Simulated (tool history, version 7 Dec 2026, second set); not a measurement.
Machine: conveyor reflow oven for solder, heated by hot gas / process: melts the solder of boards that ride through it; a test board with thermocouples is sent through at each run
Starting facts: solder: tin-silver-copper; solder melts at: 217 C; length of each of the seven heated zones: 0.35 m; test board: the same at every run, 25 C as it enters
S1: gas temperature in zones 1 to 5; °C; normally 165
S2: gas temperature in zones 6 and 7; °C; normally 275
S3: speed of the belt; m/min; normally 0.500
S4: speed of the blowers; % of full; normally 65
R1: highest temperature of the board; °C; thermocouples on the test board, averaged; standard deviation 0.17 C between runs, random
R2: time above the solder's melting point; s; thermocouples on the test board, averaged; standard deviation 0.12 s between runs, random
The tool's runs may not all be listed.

| run | hour | S1 | S2 | S3 | S4 | R1 | R2 |
|---|---|---|---|---|---|---|---|
| 1 | 0.0 | 165 | 275 | 0.500 | 65 | 260.7 | 67.0 |
| 2 | 63.3 | 165 | 275 | 0.500 | 65 | 260.5 | 67.1 |
|  | 107.6 | flux residue cleaned out of gas plates and filters |
| 3 | 121.8 | 165 | 266 | 0.500 | 65 | 253.4 | 62.7 |
| 4 | 181.6 | 157 | 266 | 0.500 | 65 | 252.6 | 59.2 |
| 5 | 242.4 | 157 | 266 | 0.500 | 65 | 252.0 | 59.4 |
| 6 | 296.4 | 165 | 275 | 0.500 | 65 | 261.4 | 68.0 |
|  | 350.3 | thermocouples of zones 6 and 7 changed |
| 7 | 354.0 | 165 | 285 | 0.500 | 65 | 271.0 | 73.5 |
| 8 | 408.6 | 165 | 275 | 0.500 | 65 | 261.7 | 68.1 |
| 9 | 472.0 | 165 | 275 | 0.500 | 65 | 261.4 | 68.2 |
| 10 | 536.1 | 165 | 282 | 0.500 | 65 | 268.1 | 71.8 |
| 11 | 567.3 | 165 | 275 | 0.452 | 65 | 264.4 | 78.2 |
| 12 | 609.8 | 167 | 275 | 0.500 | 65 | 261.5 | 68.9 |
| 13 | 645.5 | 165 | 275 | 0.500 | 80 | 263.1 | 69.9 |
| 14 | 691.8 | 165 | 275 | 0.500 | 80 | 263.0 | 69.6 |
| 15 | 743.4 | 165 | 275 | 0.500 | 80 | 263.3 | 69.6 |
| 16 | 792.2 | 154 | 264 | 0.500 | 65 | 249.3 | 56.0 |
| 17 | 854.5 | 176 | 275 | 0.500 | 68 | 262.8 | 73.0 |
| 18 | 887.3 | 178 | 274 | 0.593 | 62 | 255.7 | 57.4 |
| 19 | 923.7 | 178 | 274 | 0.593 | 62 | 255.4 | 57.2 |
| 20 | 984.6 | 178 | 274 | 0.412 | 62 | 265.3 | 92.1 |
| 21 | 1044.3 | 166 | 274 | 0.510 | 79 | 260.8 | 67.1 |
|  | 1072.0 | flux residue cleaned out of gas plates and filters |
| 22 | 1080.3 | 166 | 274 | 0.510 | 79 | 262.2 | 68.5 |
| 23 | 1122.5 | 153 | 284 | 0.407 | 77 | 275.9 | 91.5 |
| 24 | 1197.5 | 165 | 280 | 0.500 | 67 | 266.1 | 71.8 |
| 25 | 1271.6 | 159 | 272 | 0.412 | 52 | 261.0 | 82.0 |
| 26 | 1325.1 | 179 | 282 | 0.500 | 65 | 269.3 | 77.9 |
| 27 | 1391.0 | 179 | 284 | 0.500 | 65 | 271.0 | 78.9 |
| 28 | 1427.2 | 165 | 275 | 0.439 | 62 | 263.9 | 81.3 |
| 29 | 1501.2 | 165 | 275 | 0.439 | 62 | 264.0 | 80.9 |
| 30 | 1570.5 | 165 | 275 | 0.439 | 62 | 263.6 | 81.0 |

Below, some changes in R1 between adjacent runs. For each, the amount present without the hidden state too (settings, incoming material, random variation) and the amount remaining for the hidden state with gauge scatter not shared by both compared results:
Hidden conditions of the tool in this case: heat that the gas passes to the board, % of a clean oven's; belt's true speed, % of the reading; true gas temperature in zones 6 and 7 over the reading, C; drift of the gauge itself on peak_c, C; drift of the gauge itself on liquid_s, %.
Run 2 -> 3: S2 275 -> 266, flux residue cleaned out of gas plates and filters. R1 -7.1 °C: hidden state +1.4, all else -8.5.
Run 15 -> 16: S1 165 -> 154, S2 275 -> 264, S4 80 -> 65. R1 -14.0 °C: hidden state +0.0, all else -14.0.
Run 16 -> 17: S1 154 -> 176, S2 264 -> 275, S4 65 -> 68. R1 +13.5 °C: hidden state +0.0, all else +13.5.
Run 20 -> 21: S1 178 -> 166, S3 0.412 -> 0.510, S4 62 -> 79. R1 -4.5 °C: hidden state -0.6, all else -3.9.
Run 21 -> 22: flux residue cleaned out of gas plates and filters. R1 +1.4 °C: hidden state +1.5, all else -0.1.
Run 22 -> 23: S1 166 -> 153, S2 274 -> 284, S3 0.510 -> 0.407, S4 79 -> 77. R1 +13.7 °C: hidden state -0.1, all else +13.8.
